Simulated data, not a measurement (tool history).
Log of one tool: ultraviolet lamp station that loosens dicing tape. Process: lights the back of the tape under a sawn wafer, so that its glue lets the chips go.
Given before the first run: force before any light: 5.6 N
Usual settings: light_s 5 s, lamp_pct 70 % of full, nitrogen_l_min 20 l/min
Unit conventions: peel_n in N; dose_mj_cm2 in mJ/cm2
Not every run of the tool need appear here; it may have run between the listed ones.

run	hour	light_s	lamp_pct	nitrogen_l_min	peel_n	dose_mj_cm2
1	0.0	5	70	20	1.013	510
2	5.4	5	70	20	0.944	517
3	15.4	5	70	20	1.001	510
4	25.9	5	87	20	0.700	637
5	33.2	5	87	20	0.719	633
6	42.6	5	87	20	0.732	630
7	48.1	5	87	20	0.694	640
8	55.7	3	87	20	1.470	383
9	64.2	3	87	20	1.479	381
10	68.8	3	87	19	1.510	386
11	78.9	6	70	20	0.761	606
12	84.9	6	70	20	0.770	620
13	92.8	5	70	25	0.851	513
14	104.2	5	70	25	0.900	512
15	112.4	8	70	25	0.438	816
16	118.1	5	70	20	0.965	513
17	125.7	5	70	20	0.983	513
18	132.5	5	70	20	1.002	514
19	138.1	8	70	20	0.470	822
20	143.4	5	70	25	0.859	512
21	149.7	5	70	25	0.875	509
22	158.8	6	70	25	0.655	614
23	166.9	6	97	6	1.009	853
24	175.0	6	97	6	0.988	854
25	185.4	5	70	20	0.987	514
26	194.4	9	94	7	0.522	1239
27	199.7	4	70	22	1.257	409
28	205.3	4	70	20	1.390	405
29	214.7	3	83	27	1.362	365
30	219.4	6	74	12	0.949	645
31	225.6	3	90	30	1.169	393
32	230.3	3	73	28	1.575	319
33	239.2	5	66	20	1.110	485
34	244.2	4	86	9	1.617	502
35	251.4	5	70	21	0.966	506
36	262.0	3	70	36	1.463	304
37	269.9	5	70	20	0.996	508
38	276.5	4	70	20	1.423	407
39	284.8	2	76	19	2.569	220
40	289.5	3	65	17	2.170	285
41	298.6	5	93	19	0.657	677
42	308.5	3	82	21	1.518	360
43	314.1	3	82	21	1.580	356

Each row is a separate what-if for the run after 43, all from the same tool condition, not one after another. Results?
A	321.3	2	62	6	?	?
B	321.3	5	67	9	?	?
C	321.3	7	82	21	?	?
D	321.3	3	70	7	?	?
E	321.3	3	78	31	?	?

run	peel_n	dose_mj_cm2
A	3.674	183
B	1.623	489
C	0.422	843
D	2.650	311
E	1.395	342
Stripped of hidden state, with their random variation kept, the same runs would have yielded:
run	peel_n	dose_mj_cm2
A	3.673	183
B	1.622	490
C	0.422	843
D	2.648	311
E	1.394	343

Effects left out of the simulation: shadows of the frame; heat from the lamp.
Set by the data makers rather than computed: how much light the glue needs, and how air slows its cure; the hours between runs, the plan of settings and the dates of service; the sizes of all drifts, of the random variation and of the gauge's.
